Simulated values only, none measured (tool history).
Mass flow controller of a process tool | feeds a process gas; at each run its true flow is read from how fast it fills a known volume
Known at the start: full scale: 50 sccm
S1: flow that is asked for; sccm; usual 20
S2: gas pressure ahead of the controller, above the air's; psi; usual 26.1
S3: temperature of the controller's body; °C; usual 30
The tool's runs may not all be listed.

{"run": 1, "hour": 0.0, "S1": 20, "S2": 26.1, "S3": 30, "true flow (%)": 99.36}
{"run": 2, "hour": 471.6, "S1": 20, "S2": 38.0, "S3": 30, "true flow (%)": 99.89}
{"hour": 623.0, "done": "controller's zero set anew"}
{"run": 3, "hour": 972.8, "S1": 20, "S2": 26.1, "S3": 25, "true flow (%)": 96.36}
{"run": 4, "hour": 1435.8, "S1": 20, "S2": 26.1, "S3": 25, "true flow (%)": 96.3}
{"run": 5, "hour": 1658.2, "S1": 20, "S2": 26.1, "S3": 24, "true flow (%)": 96.23}
{"run": 6, "hour": 1951.6, "S1": 11, "S2": 26.1, "S3": 30, "true flow (%)": 96.38}
{"run": 7, "hour": 2424.7, "S1": 11, "S2": 26.1, "S3": 26, "true flow (%)": 96.24}
{"run": 8, "hour": 2839.9, "S1": 11, "S2": 26.1, "S3": 26, "true flow (%)": 96.29}
{"run": 9, "hour": 3064.9, "S1": 10, "S2": 26.1, "S3": 26, "true flow (%)": 96.49}
{"run": 10, "hour": 3562.7, "S1": 10, "S2": 26.1, "S3": 26, "true flow (%)": 96.65}
{"run": 11, "hour": 3956.1, "S1": 10, "S2": 26.1, "S3": 26, "true flow (%)": 96.81}
{"run": 12, "hour": 4402.5, "S1": 10, "S2": 26.1, "S3": 26, "true flow (%)": 96.84}
{"run": 13, "hour": 4667.1, "S1": 10, "S2": 26.1, "S3": 26, "true flow (%)": 96.91}
{"run": 14, "hour": 5166.3, "S1": 5, "S2": 26.1, "S3": 30, "true flow (%)": 99.41}
{"run": 15, "hour": 5424.2, "S1": 5, "S2": 26.1, "S3": 30, "true flow (%)": 99.46}
{"run": 16, "hour": 5971.6, "S1": 5, "S2": 26.1, "S3": 30, "true flow (%)": 100.16}
{"run": 17, "hour": 6411.9, "S1": 5, "S2": 26.1, "S3": 30, "true flow (%)": 100.36}
{"run": 18, "hour": 6743.4, "S1": 5, "S2": 26.1, "S3": 30, "true flow (%)": 100.66}
{"run": 19, "hour": 7110.9, "S1": 5, "S2": 26.1, "S3": 30, "true flow (%)": 100.87}
{"run": 20, "hour": 7609.8, "S1": 20, "S2": 26.1, "S3": 32, "true flow (%)": 97.29}
{"run": 21, "hour": 8108.4, "S1": 20, "S2": 26.1, "S3": 32, "true flow (%)": 97.46}
{"run": 22, "hour": 8590.9, "S1": 9, "S2": 26.1, "S3": 30, "true flow (%)": 98.92}
{"run": 23, "hour": 9113.4, "S1": 15, "S2": 26.1, "S3": 22, "true flow (%)": 97.01}
{"run": 24, "hour": 9596.8, "S1": 17, "S2": 26.1, "S3": 22, "true flow (%)": 96.9}

Run 25 comes next. What will it give?
{"run": 25, "hour": 10120.7, "S1": 12, "S2": 36.4, "S3": 29, "true flow (%)": "?"}

Run 25 gave true flow (%) 98.97.
Without the tool's hidden state the same run would have given true flow (%) 98.52.
